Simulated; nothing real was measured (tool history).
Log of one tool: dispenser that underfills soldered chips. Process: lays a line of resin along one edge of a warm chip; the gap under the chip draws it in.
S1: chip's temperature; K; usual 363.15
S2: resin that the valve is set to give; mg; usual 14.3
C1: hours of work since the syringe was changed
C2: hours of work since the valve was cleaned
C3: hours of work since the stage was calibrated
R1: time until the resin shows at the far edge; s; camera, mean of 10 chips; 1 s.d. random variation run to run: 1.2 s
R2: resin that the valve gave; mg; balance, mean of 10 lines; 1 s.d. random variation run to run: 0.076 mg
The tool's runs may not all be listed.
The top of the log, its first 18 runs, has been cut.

run   hour      S1    S2  C1   C2   C3     R1     R2
 19   67.0  363.15  14.7   5  137   79  149.1  13.36
 20   72.1  363.15  13.8   9  140   82  176.8  12.51
      72.9  -- new syringe of resin
 21   75.1  363.15  13.8   1  142   84  120.4  12.49
      77.5  -- dispensing valve cleaned and set on the balance
 22   81.0  363.15  13.8   4    2   87  140.1  13.67
 23   85.7  363.15  13.8   7    5   90  164.0  13.70
      88.3  -- new syringe of resin
 24   89.3  356.15  12.8   1    7   92  164.7  12.68
 25   94.0  356.15  12.8   4   10   95  191.9  12.73
 26   97.2  365.15  16.9   6   12   97  132.5  16.68
 27  101.5  365.15  16.9   8   15  100  154.3  16.61
     102.8  -- new syringe of resin
 28  104.1  350.15  16.9   1   16  101  222.3  16.52
 29  108.5  377.15  17.3   4   19  104   68.9  17.23
 30  113.8  377.15  12.3   7   22  107   85.3  11.98
 31  116.5  362.15  16.4   9   24  109  181.9  16.20
     117.2  -- new syringe of resin
 32  122.0  374.15  16.4   3   27  112   74.7  15.90
 33  125.5  374.15  16.4   5   30  114   85.2  15.88
 34  129.1  374.15  14.5   7   32  117   97.1  14.23
     131.8  -- new syringe of resin
 35  132.5  377.15  14.5   0   34  119   57.7  14.00
 36  135.5  377.15  14.5   2   36  120   64.4  14.15
 37  140.7  367.15  16.5   6   39  124  120.0  16.09

Forecast each of these 3 alternatives for the next run:
  A  144.4  366.15  17.8   8  41  126   ?   ?
  B  144.4  370.15  16.7   8  41  126   ?   ?
  C  144.4  351.15  13.9   8  41  126   ?   ?

run     R1     R2
  A  145.5  17.12
  B  117.1  16.21
  C  310.3  13.47
Without the tool's unlogged condition, the same runs would have read:
run     R1     R2
  A   96.3  17.65
  B   77.6  16.71
  C  205.7  13.89
